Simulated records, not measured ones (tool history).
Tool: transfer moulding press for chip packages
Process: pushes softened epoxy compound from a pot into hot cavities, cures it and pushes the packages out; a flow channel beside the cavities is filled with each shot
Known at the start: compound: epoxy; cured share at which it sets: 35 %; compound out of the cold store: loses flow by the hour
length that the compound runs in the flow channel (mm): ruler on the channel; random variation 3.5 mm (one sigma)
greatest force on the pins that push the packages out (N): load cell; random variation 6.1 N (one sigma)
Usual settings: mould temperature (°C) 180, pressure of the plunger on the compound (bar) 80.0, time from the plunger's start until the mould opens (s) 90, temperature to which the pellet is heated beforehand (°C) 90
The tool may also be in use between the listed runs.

run	hour	mould temperature (°C)	pressure of the plunger on the compound (bar)	time from the plunger's start until the mould opens (s)	temperature to which the pellet is heated beforehand (°C)	incoming compound's hours out of the cold store	length that the compound runs in the flow channel (mm)	greatest force on the pins that push the packages out (N)
1	0.0	180	80.0	90	90	42.7	488	385
# hour 5.5: cavities cleaned with cleaning compound and waxed
2	50.6	180	80.0	90	90	18.8	542	369
# hour 78.2: plunger's sealing rings changed
# hour 87.1: cavities cleaned with cleaning compound and waxed
3	97.7	180	80.0	90	90	35.0	522	268
4	122.6	180	80.0	90	90	15.5	563	351
5	154.5	180	80.0	90	90	11.9	575	389
# hour 165.3: cavities cleaned with cleaning compound and waxed
6	188.6	175	80.0	90	90	16.4	566	415
7	237.8	180	64.3	90	90	11.2	512	392
# hour 242.2: cavities cleaned with cleaning compound and waxed
8	271.0	180	64.3	90	90	23.1	482	323
9	308.7	180	64.3	90	90	10.7	504	410
# hour 320.0: cavities cleaned with cleaning compound and waxed
10	334.6	180	64.3	90	90	30.5	466	281
11	376.5	180	64.3	90	90	46.9	436	361
# hour 398.8: cavities cleaned with cleaning compound and waxed
12	418.5	180	64.3	90	90	12.0	501	315
# hour 454.6: plunger's sealing rings changed
13	457.9	180	80.0	90	90	40.4	505	386
# hour 478.1: cavities cleaned with cleaning compound and waxed
14	496.0	180	80.0	88	90	14.4	571	317
15	534.5	180	87.2	91	94	14.0	589	380
# hour 557.4: cavities cleaned with cleaning compound and waxed
16	574.9	180	76.7	92	94	9.4	562	297
17	599.3	182	99.4	90	90	33.0	580	337
18	620.3	182	99.4	90	99	36.9	564	367
# hour 633.8: cavities cleaned with cleaning compound and waxed
19	651.6	178	99.4	90	88	21.3	617	309
20	676.6	180	88.5	86	99	15.2	586	377
# hour 711.9: cavities cleaned with cleaning compound and waxed
21	722.7	180	60.2	95	89	22.6	466	248
22	769.9	180	79.9	95	90	10.6	564	354
# hour 788.6: cavities cleaned with cleaning compound and waxed
23	808.5	180	80.0	120	92	17.2	547	265
# hour 830.9: plunger's sealing rings changed
24	840.4	180	69.2	120	99	21.7	513	322
# hour 867.0: cavities cleaned with cleaning compound and waxed
25	890.7	180	69.2	120	99	11.5	532	288
26	920.6	180	74.0	120	94	15.4	542	338
# hour 943.0: cavities cleaned with cleaning compound and waxed
27	963.5	180	74.0	120	94	10.7	553	278

Forecast each of these 3 alternatives for the next run:
A	984.6	180	74.9	120	87	43.6	?	?
B	984.6	175	89.0	73	94	28.8	?	?
C	984.6	180	62.6	111	95	15.1	?	?

run	length that the compound runs in the flow channel (mm)	greatest force on the pins that push the packages out (N)
A	486	312
B	565	691
C	496	302
Without the tool's hidden state the same runs would have given:
run	length that the compound runs in the flow channel (mm)	greatest force on the pins that push the packages out (N)
A	491	199
B	571	403
C	501	191

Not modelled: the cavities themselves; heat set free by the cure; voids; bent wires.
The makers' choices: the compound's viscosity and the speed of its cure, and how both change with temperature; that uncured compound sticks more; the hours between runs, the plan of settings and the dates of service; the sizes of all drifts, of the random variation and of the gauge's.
